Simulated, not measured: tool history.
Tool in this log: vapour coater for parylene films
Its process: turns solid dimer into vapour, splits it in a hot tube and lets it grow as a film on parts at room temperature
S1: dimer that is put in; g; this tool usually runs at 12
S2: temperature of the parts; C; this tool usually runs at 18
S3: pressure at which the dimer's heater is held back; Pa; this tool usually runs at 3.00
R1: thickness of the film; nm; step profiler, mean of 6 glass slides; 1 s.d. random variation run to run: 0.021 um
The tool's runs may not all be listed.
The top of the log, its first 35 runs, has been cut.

{"run": 36, "hour": 478.3, "S1": 15, "S2": 20, "S3": 4.36, "R1": 2380}
{"run": 37, "hour": 495.0, "S1": 11, "S2": 18, "S3": 9.87, "R1": 1640}
{"run": 38, "hour": 510.8, "S1": 5, "S2": 18, "S3": 3.0, "R1": 850}
{"run": 39, "hour": 521.1, "S1": 13, "S2": 18, "S3": 3.0, "R1": 2170}
{"run": 40, "hour": 532.4, "S1": 13, "S2": 18, "S3": 3.0, "R1": 2170}
{"run": 41, "hour": 551.5, "S1": 7, "S2": 14, "S3": 3.0, "R1": 1240}
{"run": 42, "hour": 565.5, "S1": 7, "S2": 14, "S3": 3.0, "R1": 1280}
{"run": 43, "hour": 581.5, "S1": 7, "S2": 14, "S3": 3.0, "R1": 1240}
{"run": 44, "hour": 592.4, "S1": 7, "S2": 18, "S3": 3.0, "R1": 1170}
{"run": 45, "hour": 605.3, "S1": 7, "S2": 18, "S3": 3.0, "R1": 1170}
{"run": 46, "hour": 624.8, "S1": 10, "S2": 23, "S3": 2.28, "R1": 1560}
{"run": 47, "hour": 641.7, "S1": 8, "S2": 23, "S3": 3.04, "R1": 1210}

4 options for the next run, each taken on its own from the tool as it stands now. Forecast them:
{"run": "A", "hour": 655.3, "S1": 12, "S2": 18, "S3": 6.35, "R1": "?"}
{"run": "B", "hour": 655.3, "S1": 13, "S2": 18, "S3": 4.85, "R1": "?"}
{"run": "C", "hour": 655.3, "S1": 6, "S2": 24, "S3": 2.31, "R1": "?"}
{"run": "D", "hour": 655.3, "S1": 7, "S2": 23, "S3": 9.4, "R1": "?"}

run=A R1=1770
run=B R1=2010
run=C R1=920
run=D R1=940
Take away the tool's hidden state, keep each run's random variation, and the runs would have read:
run=A R1=2040
run=B R1=2320
run=C R1=1060
run=D R1=1090

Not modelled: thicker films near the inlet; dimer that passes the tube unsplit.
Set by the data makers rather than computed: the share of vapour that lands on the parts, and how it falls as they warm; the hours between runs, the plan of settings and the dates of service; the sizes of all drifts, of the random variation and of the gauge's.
